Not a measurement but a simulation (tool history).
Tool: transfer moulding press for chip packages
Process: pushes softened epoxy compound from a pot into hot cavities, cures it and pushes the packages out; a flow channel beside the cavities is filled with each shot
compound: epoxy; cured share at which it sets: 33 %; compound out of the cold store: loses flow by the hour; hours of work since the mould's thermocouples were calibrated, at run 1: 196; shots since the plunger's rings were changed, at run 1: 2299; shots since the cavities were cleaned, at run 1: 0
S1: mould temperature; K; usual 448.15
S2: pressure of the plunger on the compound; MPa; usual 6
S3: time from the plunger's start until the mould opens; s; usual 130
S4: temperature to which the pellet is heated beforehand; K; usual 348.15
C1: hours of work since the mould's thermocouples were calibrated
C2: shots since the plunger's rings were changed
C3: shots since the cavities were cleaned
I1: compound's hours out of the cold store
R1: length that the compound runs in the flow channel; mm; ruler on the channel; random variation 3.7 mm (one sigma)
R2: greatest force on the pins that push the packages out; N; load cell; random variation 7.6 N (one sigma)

run   hour      S1    S2   S3      S4   C1    C2    C3    I1   R1   R2
  1      0  448.15     6  130  348.15  196  2299     0  41.3  624  324
  2     29  448.15  7.04  130  348.15  216  2605   306  12.3  730  464
  3   54.1  448.15  7.04  130  355.15  233  2869   570  41.4  669  485
  4   77.5  448.15  7.04  130  355.15  248  3116   817  38.4  677  531
  5   90.8  448.15  7.48  130  355.15  257  3256   957  40.7  697  536
      99.6  -- cavities cleaned with cleaning compound and waxed
  6    120  448.15     6  120  348.15  276  3548   215  21.2  653  463
  7  150.9  448.15     6  130  348.15  297  3874   541  24.6  638  511
  8  181.5  452.15     6  130  348.15  318  4196   863  22.6  635  489
     199.9  -- cavities cleaned with cleaning compound and waxed
  9    212  452.15     6  130  348.15  337  4503   129  24.9  626  338
 10  230.5  452.15     6  130  348.15  350  4698   324  39.3  597  399
 11  246.2  448.15     6  130  348.15  360  4862   488  33.5  629  495
 12  266.2  448.15     6  130  348.15  374  5074   700  18.9  647  528
 13  284.7  450.15     6  130  348.15  386  5269   895  30.4  617  513
     300.6  -- cavities cleaned with cleaning compound and waxed
 14    308  448.15     6  130  348.15  401  5498    78  41.9  608  362
 15  325.7  448.15     6  130  348.15  413  5685   265   9.8  660  443
 16  345.5  448.15  5.55  130  348.15  426  5893   473    42  582  492
     362.4  -- plunger's sealing rings changed
 17  363.3  448.15  5.55  130  354.15  436     9   635  11.6  657  519
 18  392.5  448.15  5.55  130  354.15  456   317   943  23.6  638  554
     403.8  -- cavities cleaned with cleaning compound and waxed
 19  410.1  449.15  5.55  130  344.15  467   487    67  46.9  597  336
 20  424.3  450.15  5.55  130  338.15  476   636   216  37.3  603  379
 21  439.4  454.15  5.55  130  342.15  487   796   376  44.7  577  386
 22  458.1  448.15  5.02  125  351.15  499   993   573  16.1  619  540
 23  485.8  448.15     6  130  341.15  518  1285   865  16.8  672  544
     503.5  -- cavities cleaned with cleaning compound and waxed
 24  505.3  441.15  6.73  169  348.15  530  1475    19    17  741  331
 25  522.4  441.15  6.73  169  348.15  542  1654   198  30.8  703  394
 26    545  443.15     6  151  349.15  557  1893   437  24.1  674  486
 27  575.9  441.15     6  151  357.15  578  2219   763  15.7  698  622
 28  598.3  454.15   5.6  151  351.15  593  2456  1000  24.1  612  456
     604.3  -- cavities cleaned with cleaning compound and waxed
 29  629.1  454.15   5.6  151  349.15  612  2764   262  13.7  614  357

3 ways to go on from here, each from the tool as it stands after run 29. What would each give?
  A  645.1  455.15   5.6  151  349.15  623  2933  431  40.3   ?   ?
  B  645.1  445.15     6  162  339.15  623  2933  431   9.8   ?   ?
  C  645.1  454.15  7.31  151  356.15  623  2933  431  13.4   ?   ?

run   R1   R2
  A  579  397
  B  679  423
  C  706  399
Without the tool's hidden state the same runs would have given:
run   R1   R2
  A  593  272
  B  697  293
  C  724  274
